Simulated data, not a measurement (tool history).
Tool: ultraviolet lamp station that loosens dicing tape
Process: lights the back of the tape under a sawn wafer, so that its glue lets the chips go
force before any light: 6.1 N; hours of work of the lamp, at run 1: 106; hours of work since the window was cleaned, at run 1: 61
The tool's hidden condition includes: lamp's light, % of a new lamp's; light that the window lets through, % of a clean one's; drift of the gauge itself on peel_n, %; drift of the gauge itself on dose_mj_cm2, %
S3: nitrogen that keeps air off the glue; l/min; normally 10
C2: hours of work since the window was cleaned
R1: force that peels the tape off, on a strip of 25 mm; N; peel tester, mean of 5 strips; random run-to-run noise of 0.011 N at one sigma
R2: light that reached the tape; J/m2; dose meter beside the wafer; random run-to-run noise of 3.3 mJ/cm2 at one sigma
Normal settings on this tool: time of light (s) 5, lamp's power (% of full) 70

{"run": 1, "day": 0.0, "time of light (s)": 5, "lamp's power (% of full)": 70, "S3": 10, "hours of work of the lamp": 106, "C2": 61, "R1": 0.522, "R2": 4990}
{"run": 2, "day": 0.346, "time of light (s)": 5, "lamp's power (% of full)": 70, "S3": 10, "hours of work of the lamp": 111, "C2": 66, "R1": 0.529, "R2": 4940}
{"run": 3, "day": 0.617, "time of light (s)": 5, "lamp's power (% of full)": 70, "S3": 10, "hours of work of the lamp": 115, "C2": 70, "R1": 0.527, "R2": 4890}
{"run": 4, "day": 0.825, "time of light (s)": 3, "lamp's power (% of full)": 70, "S3": 10, "hours of work of the lamp": 118, "C2": 73, "R1": 1.355, "R2": 2930}
{"run": 5, "day": 1.167, "time of light (s)": 3, "lamp's power (% of full)": 91, "S3": 10, "hours of work of the lamp": 123, "C2": 78, "R1": 0.892, "R2": 3850}
{"run": 6, "day": 1.371, "time of light (s)": 3, "lamp's power (% of full)": 91, "S3": 10, "hours of work of the lamp": 126, "C2": 81, "R1": 0.879, "R2": 3840}
{"run": 7, "day": 1.725, "time of light (s)": 3, "lamp's power (% of full)": 91, "S3": 10, "hours of work of the lamp": 131, "C2": 86, "R1": 0.886, "R2": 3860}
{"run": 8, "day": 1.95, "time of light (s)": 5, "lamp's power (% of full)": 70, "S3": 5, "hours of work of the lamp": 135, "C2": 89, "R1": 0.887, "R2": 4820}
{"run": 9, "day": 2.3, "time of light (s)": 5, "lamp's power (% of full)": 70, "S3": 10, "hours of work of the lamp": 140, "C2": 94, "R1": 0.544, "R2": 4860}
{"run": 10, "day": 2.621, "time of light (s)": 5, "lamp's power (% of full)": 70, "S3": 10, "hours of work of the lamp": 144, "C2": 99, "R1": 0.535, "R2": 4900}
{"run": 11, "day": 2.821, "time of light (s)": 5, "lamp's power (% of full)": 70, "S3": 8, "hours of work of the lamp": 147, "C2": 102, "R1": 0.609, "R2": 4870}
{"run": 12, "day": 2.992, "time of light (s)": 9, "lamp's power (% of full)": 70, "S3": 10, "hours of work of the lamp": 150, "C2": 104, "R1": 0.136, "R2": 8850}
{"run": 13, "day": 3.388, "time of light (s)": 9, "lamp's power (% of full)": 70, "S3": 10, "hours of work of the lamp": 155, "C2": 110, "R1": 0.133, "R2": 8710}
{"run": 14, "day": 3.575, "time of light (s)": 9, "lamp's power (% of full)": 70, "S3": 10, "hours of work of the lamp": 158, "C2": 113, "R1": 0.135, "R2": 8710}
{"run": 15, "day": 3.838, "time of light (s)": 9, "lamp's power (% of full)": 70, "S3": 10, "hours of work of the lamp": 162, "C2": 117, "R1": 0.144, "R2": 8720}
{"run": 16, "day": 4.246, "time of light (s)": 9, "lamp's power (% of full)": 70, "S3": 10, "hours of work of the lamp": 168, "C2": 122, "R1": 0.134, "R2": 8750}
{"run": 17, "day": 4.642, "time of light (s)": 9, "lamp's power (% of full)": 70, "S3": 10, "hours of work of the lamp": 174, "C2": 128, "R1": 0.145, "R2": 8740}
{"run": 18, "day": 5.046, "time of light (s)": 5, "lamp's power (% of full)": 70, "S3": 4, "hours of work of the lamp": 180, "C2": 134, "R1": 1, "R2": 4760}
{"run": 19, "day": 5.221, "time of light (s)": 4, "lamp's power (% of full)": 60, "S3": 5, "hours of work of the lamp": 182, "C2": 137, "R1": 1.666, "R2": 3340}
{"run": 20, "day": 5.621, "time of light (s)": 4, "lamp's power (% of full)": 60, "S3": 10, "hours of work of the lamp": 188, "C2": 142, "R1": 1.116, "R2": 3310}
{"run": 21, "day": 6.042, "time of light (s)": 4, "lamp's power (% of full)": 60, "S3": 10, "hours of work of the lamp": 194, "C2": 148, "R1": 1.141, "R2": 3250}
{"run": 22, "day": 6.383, "time of light (s)": 3, "lamp's power (% of full)": 71, "S3": 10, "hours of work of the lamp": 199, "C2": 153, "R1": 1.395, "R2": 2910}
{"run": 23, "day": 6.7, "time of light (s)": 3, "lamp's power (% of full)": 60, "S3": 10, "hours of work of the lamp": 203, "C2": 158, "R1": 1.758, "R2": 2490}
{"day": 6.746, "done": "window cleaned of glue's vapour"}
{"run": 24, "day": 6.983, "time of light (s)": 3, "lamp's power (% of full)": 69, "S3": 6, "hours of work of the lamp": 207, "C2": 3, "R1": 1.853, "R2": 2750}
{"run": 25, "day": 7.338, "time of light (s)": 3, "lamp's power (% of full)": 70, "S3": 10, "hours of work of the lamp": 212, "C2": 9, "R1": 1.546, "R2": 2790}
{"run": 26, "day": 7.621, "time of light (s)": 3, "lamp's power (% of full)": 70, "S3": 10, "hours of work of the lamp": 216, "C2": 13, "R1": 1.419, "R2": 2770}
{"run": 27, "day": 7.825, "time of light (s)": 8, "lamp's power (% of full)": 70, "S3": 6, "hours of work of the lamp": 219, "C2": 16, "R1": 0.303, "R2": 7490}
{"run": 28, "day": 8.083, "time of light (s)": 8, "lamp's power (% of full)": 70, "S3": 13, "hours of work of the lamp": 223, "C2": 19, "R1": 0.167, "R2": 7520}
{"run": 29, "day": 8.462, "time of light (s)": 8, "lamp's power (% of full)": 70, "S3": 13, "hours of work of the lamp": 229, "C2": 25, "R1": 0.173, "R2": 7410}
{"day": 8.608, "done": "window cleaned of glue's vapour, once more"}
{"run": 30, "day": 8.712, "time of light (s)": 5, "lamp's power (% of full)": 70, "S3": 16, "hours of work of the lamp": 232, "C2": 1, "R1": 0.399, "R2": 4890}
{"run": 31, "day": 9.004, "time of light (s)": 5, "lamp's power (% of full)": 70, "S3": 16, "hours of work of the lamp": 236, "C2": 6, "R1": 0.391, "R2": 4840}
{"run": 32, "day": 9.308, "time of light (s)": 10, "lamp's power (% of full)": 80, "S3": 13, "hours of work of the lamp": 241, "C2": 10, "R1": 0.086, "R2": 11090}
{"run": 33, "day": 9.633, "time of light (s)": 3, "lamp's power (% of full)": 93, "S3": 10, "hours of work of the lamp": 245, "C2": 15, "R1": 0.884, "R2": 3810}
{"run": 34, "day": 9.95, "time of light (s)": 10, "lamp's power (% of full)": 70, "S3": 7, "hours of work of the lamp": 250, "C2": 19, "R1": 0.147, "R2": 9630}
{"run": 35, "day": 10.271, "time of light (s)": 2, "lamp's power (% of full)": 82, "S3": 4, "hours of work of the lamp": 255, "C2": 24, "R1": 2.533, "R2": 2220}

Forecast each of these 5 alternatives for the next run:
{"run": "A", "day": 10.538, "time of light (s)": 5, "lamp's power (% of full)": 68, "S3": 10, "hours of work of the lamp": 258, "C2": 28, "R1": "?", "R2": "?"}
{"run": "B", "day": 10.538, "time of light (s)": 2, "lamp's power (% of full)": 62, "S3": 17, "hours of work of the lamp": 258, "C2": 28, "R1": "?", "R2": "?"}
{"run": "C", "day": 10.538, "time of light (s)": 4, "lamp's power (% of full)": 80, "S3": 3, "hours of work of the lamp": 258, "C2": 28, "R1": "?", "R2": "?"}
{"run": "D", "day": 10.538, "time of light (s)": 2, "lamp's power (% of full)": 68, "S3": 4, "hours of work of the lamp": 258, "C2": 28, "R1": "?", "R2": "?"}
{"run": "E", "day": 10.538, "time of light (s)": 2, "lamp's power (% of full)": 82, "S3": 7, "hours of work of the lamp": 258, "C2": 28, "R1": "?", "R2": "?"}

run=A R1=0.589 R2=4630
run=B R1=2.238 R2=1690
run=C R1=1.442 R2=4380
run=D R1=2.989 R2=1880
run=E R1=2.191 R2=2260
What these runs would have given with no unlogged condition in the tool:
run=A R1=0.508 R2=4960
run=B R1=2.088 R2=1810
run=C R1=1.306 R2=4690
run=D R1=2.849 R2=2010
run=E R1=2.042 R2=2410

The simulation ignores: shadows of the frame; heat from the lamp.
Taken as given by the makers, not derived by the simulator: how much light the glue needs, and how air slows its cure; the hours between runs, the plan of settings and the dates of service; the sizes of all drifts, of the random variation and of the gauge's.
